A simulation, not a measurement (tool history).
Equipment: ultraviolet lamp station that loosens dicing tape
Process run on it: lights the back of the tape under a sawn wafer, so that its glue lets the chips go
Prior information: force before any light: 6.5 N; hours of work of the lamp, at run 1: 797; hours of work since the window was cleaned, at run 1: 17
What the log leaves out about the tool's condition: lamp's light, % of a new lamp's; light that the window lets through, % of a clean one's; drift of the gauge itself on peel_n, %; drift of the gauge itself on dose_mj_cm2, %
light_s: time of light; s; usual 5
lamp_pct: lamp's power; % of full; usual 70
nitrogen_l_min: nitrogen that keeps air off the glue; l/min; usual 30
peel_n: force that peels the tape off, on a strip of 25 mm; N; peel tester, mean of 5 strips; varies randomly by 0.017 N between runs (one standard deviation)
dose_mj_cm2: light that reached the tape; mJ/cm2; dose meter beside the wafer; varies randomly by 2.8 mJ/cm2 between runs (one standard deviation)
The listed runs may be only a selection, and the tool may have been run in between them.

run	hour	light_s	lamp_pct	nitrogen_l_min	hours of work of the lamp	hours of work since the window was cleaned	peel_n	dose_mj_cm2
1	0.0	5	70	30	797	17	1.051	355
2	65.3	5	70	30	838	58	1.048	350
3	151.4	4	70	30	892	113	1.564	276
4	239.0	4	70	30	948	168	1.617	273
5	280.9	4	70	30	974	194	1.555	267
6	337.8	4	70	30	1010	230	1.690	263
7	382.4	5	70	30	1038	258	1.236	329
8	427.7	5	70	30	1066	286	1.209	327
9	521.0	5	70	28	1125	345	1.276	308
10	562.0	5	70	28	1151	371	1.375	313
11	652.9	5	90	28	1208	428	0.917	391
12	709.6	5	90	28	1244	464	0.935	385
13	763.2	5	90	28	1277	497	0.961	381
14	827.1	5	70	30	1318	538	1.470	293
15	916.9	2	70	30	1374	594	3.561	112
16	974.5	2	70	30	1410	630	3.568	109
# hour 999.6: window cleaned of glue's vapour
17	1040.0	2	70	30	1451	25	3.141	131
18	1100.6	2	70	30	1489	64	3.231	129
19	1185.6	2	70	30	1543	117	3.413	128
20	1226.1	2	70	30	1568	142	3.385	119
21	1296.9	2	70	30	1613	187	3.305	124
22	1351.7	6	92	30	1647	221	0.620	464
23	1408.0	3	74	56	1683	257	2.221	184
24	1499.4	6	65	30	1740	314	1.243	314
25	1553.4	7	70	28	1774	348	0.915	392
26	1621.2	7	70	9	1817	391	1.429	385
27	1686.9	5	98	30	1858	432	0.936	380
28	1765.7	6	81	24	1908	482	1.046	367
# hour 1811.8: lamp changed
29	1837.8	4	85	39	16	527	1.031	345
30	1925.4	4	85	10	71	582	1.746	331
31	1977.4	3	82	39	104	614	1.788	238
# hour 2021.1: window cleaned of glue's vapour
32	2070.8	6	65	10	163	31	1.103	435
33	2141.5	7	69	26	207	76	0.493	530
34	2223.0	7	69	26	258	127	0.545	524
35	2308.8	5	64	26	312	181	1.182	338
36	2381.3	4	70	26	358	227	1.522	293
37	2423.3	5	83	25	384	253	0.784	427
38	2479.0	5	83	25	419	288	0.848	414
39	2524.3	3	65	30	448	317	2.413	198
40	2613.0	2	98	43	504	372	2.239	195
41	2661.2	2	98	43	534	403	2.288	190
42	2710.0	2	98	43	565	433	2.167	190

Alternative continuations, all from the tool just after run 42; predict every row:
A	2773.4	6	98	15	605	473	?	?
B	2773.4	2	73	10	605	473	?	?
C	2773.4	7	85	11	605	473	?	?

run	peel_n	dose_mj_cm2
A	0.612	557
B	3.655	140
C	0.678	564
Without the tool's hidden state the same runs would have given:
run	peel_n	dose_mj_cm2
A	0.390	685
B	3.214	172
C	0.440	693
